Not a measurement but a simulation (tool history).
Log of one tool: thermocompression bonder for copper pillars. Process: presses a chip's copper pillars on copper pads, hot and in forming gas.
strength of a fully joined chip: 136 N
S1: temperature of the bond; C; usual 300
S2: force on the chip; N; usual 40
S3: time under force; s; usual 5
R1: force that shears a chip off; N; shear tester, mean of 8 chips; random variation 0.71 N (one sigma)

run,hour,S1,S2,S3,R1
1,0,300,40,5,47.5
2,4.8,300,40,5,47.2
3,10.7,300,40,5,48.1
4,17.6,300,31,5,36.1
5,21.5,300,31,5,34.5
6,29.9,300,31,5,34.7
7,38.1,288,36,5,35.4
# hour 40.4: force cell calibrated
8,44.4,315,40,14,80.7
9,52.1,327,28,3,36.7
10,59.9,283,32,3,22.6
11,64.8,319,40,3,48.6

Forecast each of these 4 alternatives for the next run:
A,71.2,274,42,4,?
B,71.2,314,40,4,?
C,71.2,320,43,5,?
D,71.2,323,49,12,?

run,R1
A,30.1
B,50.9
C,65.5
D,95.7
Without the tool's hidden state the same runs would have given:
run,R1
A,32.7
B,54.6
C,69.8
D,100.5
